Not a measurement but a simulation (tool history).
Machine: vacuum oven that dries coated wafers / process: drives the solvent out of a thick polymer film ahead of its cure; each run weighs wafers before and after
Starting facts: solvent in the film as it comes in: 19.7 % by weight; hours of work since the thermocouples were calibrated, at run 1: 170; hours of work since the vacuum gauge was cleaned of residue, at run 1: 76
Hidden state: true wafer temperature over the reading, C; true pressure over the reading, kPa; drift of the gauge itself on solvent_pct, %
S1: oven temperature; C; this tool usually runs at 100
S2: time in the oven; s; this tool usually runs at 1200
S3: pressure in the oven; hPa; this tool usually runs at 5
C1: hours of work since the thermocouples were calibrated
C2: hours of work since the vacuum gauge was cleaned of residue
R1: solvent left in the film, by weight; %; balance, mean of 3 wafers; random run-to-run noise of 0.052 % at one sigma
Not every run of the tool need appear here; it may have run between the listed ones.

run,day,S1,S2,S3,C1,C2,R1
1,0,100,1200,5,170,76,1.44
2,0.846,100,1200,5,179,85,1.53
3,1.496,100,1200,5,186,92,1.45
4,2.229,100,1200,5,194,100,1.52
5,3.125,100,1200,5,203,109,1.45
6,4.092,100,960,5,214,120,2.03
7,4.796,100,960,5,221,127,2.05
8,5.808,100,960,5,232,138,2.1
9,6.542,100,960,5,240,146,2.12
10,7.188,100,960,5,247,153,1.98
11,8.1,93,1200,5,257,163,3.38
12,8.554,100,840,5,261,167,2.58
13,9.592,100,840,5,273,179,2.5
14,10.446,100,840,5,282,188,2.61
15,11.533,100,1200,5,293,199,1.45
16,11.971,100,1200,5,298,204,1.51
17,13.058,94,1200,5,310,216,3.09
18,13.517,100,1200,5,315,221,1.55
19,14.154,100,1200,5,322,228,1.5
20,15.038,100,1200,5,331,237,1.5
21,16.079,100,1200,5,342,248,1.52
22,17.15,100,1200,5,354,260,1.5
23,17.883,100,1200,5,361,267,1.49
24,18.783,100,1200,5,371,277,1.47
25,19.567,100,1200,5,380,286,1.45
26,20.442,110,1200,18.86,389,295,1.98
27,21.517,101,1560,3.55,400,306,0.88
28,22.138,91,1200,5,407,313,4.19
29,23.017,112,1200,4.37,417,323,0.62
30,23.7,103,1860,10.03,424,330,1.5
31,24.667,103,960,4.76,434,340,1.4
32,25.6,92,780,16.64,444,350,7.6
33,26.4,103,1200,13.86,453,359,2.17
34,27.217,111,1200,5,462,368,0.61
35,27.967,110,1980,5,470,376,0.65
36,28.875,113,1200,3.62,479,385,0.49
37,29.312,103,1200,5,484,390,1.18
38,29.867,109,1200,5,490,396,0.73
39,30.883,109,1200,5,501,407,0.71
40,31.567,100,900,3.39,508,414,2.09
41,32.075,100,1080,3.19,514,420,1.57
42,33.121,100,960,3.19,525,431,1.85

A few steps of R1 between consecutive runs. Split each: what settings, incoming material and random variation would produce without the hidden state, and what is left over for the hidden state, along with gauge scatter present in only one of the two compared results (measured, and without hidden state):
Run 27 -> 28: S1 101 -> 91, S2 1560 -> 1200, S3 3.55 -> 5. R1 +3.31 %: hidden state -0.18, all else +3.49.
Run 28 -> 29: S1 91 -> 112, S3 5 -> 4.37. R1 -3.57 %: hidden state +0.18, all else -3.75.
Run 31 -> 32: S1 103 -> 92, S2 960 -> 780, S3 4.76 -> 16.64. R1 +6.2 %: hidden state -0.19, all else +6.39.
Run 32 -> 33: S1 92 -> 103, S2 780 -> 1200, S3 16.64 -> 13.86. R1 -5.43 %: hidden state +0.22, all else -5.65.
